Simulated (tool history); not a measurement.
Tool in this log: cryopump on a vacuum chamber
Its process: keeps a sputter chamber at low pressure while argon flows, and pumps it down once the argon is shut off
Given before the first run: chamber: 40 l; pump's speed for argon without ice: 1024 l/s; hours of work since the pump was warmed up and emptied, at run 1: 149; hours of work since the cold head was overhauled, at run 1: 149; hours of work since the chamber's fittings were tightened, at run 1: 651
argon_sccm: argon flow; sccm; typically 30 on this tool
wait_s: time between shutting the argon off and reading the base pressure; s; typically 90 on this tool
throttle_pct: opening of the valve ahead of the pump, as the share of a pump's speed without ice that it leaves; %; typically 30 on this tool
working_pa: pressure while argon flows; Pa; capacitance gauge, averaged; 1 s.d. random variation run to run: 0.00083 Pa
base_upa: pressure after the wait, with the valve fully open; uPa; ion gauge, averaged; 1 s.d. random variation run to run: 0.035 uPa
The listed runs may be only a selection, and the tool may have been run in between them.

run,hour,argon_sccm,wait_s,throttle_pct,hours of work since the pump was warmed up and emptied,hours of work since the cold head was overhauled,hours of work since the chamber's fittings were tightened,working_pa,base_upa
1,0,30,90,30,149,149,651,0.1677,2.62
2,24.7,31,90,30,170,170,672,0.1742,2.65
3,49.3,31,90,30,191,191,693,0.1743,2.77
4,71,30,107,30,210,210,712,0.1671,2.48
5,84.7,30,107,30,221,221,724,0.168,2.51
6,108.3,30,90,30,242,242,744,0.1692,2.76
7,131.1,30,90,30,261,261,763,0.1688,2.91
8,144.1,30,90,30,272,272,774,0.1694,2.75
9,158.9,30,90,30,285,285,787,0.1707,2.87
10,181.7,30,90,30,304,304,807,0.1691,2.83
11,192.6,30,90,30,314,314,816,0.1702,2.93
12,211.4,30,189,30,330,330,832,0.1713,2.08
13,223.5,30,189,34,340,340,842,0.1518,2.06
14,233.7,30,189,34,349,349,851,0.1521,2.05
15,257.9,30,189,34,370,370,872,0.1524,2.12
16,269.4,30,189,34,379,379,882,0.1505,2.11

Run 17 is up next; what results do you expect?
17,286.1,30,189,34,394,394,896,?,?

Run 17 measured working_pa 0.1524 Pa, base_upa 2.17 uPa.
The same run, on a tool lacking any hidden state, would have yielded working_pa 0.1458 Pa, base_upa 1.06 uPa.

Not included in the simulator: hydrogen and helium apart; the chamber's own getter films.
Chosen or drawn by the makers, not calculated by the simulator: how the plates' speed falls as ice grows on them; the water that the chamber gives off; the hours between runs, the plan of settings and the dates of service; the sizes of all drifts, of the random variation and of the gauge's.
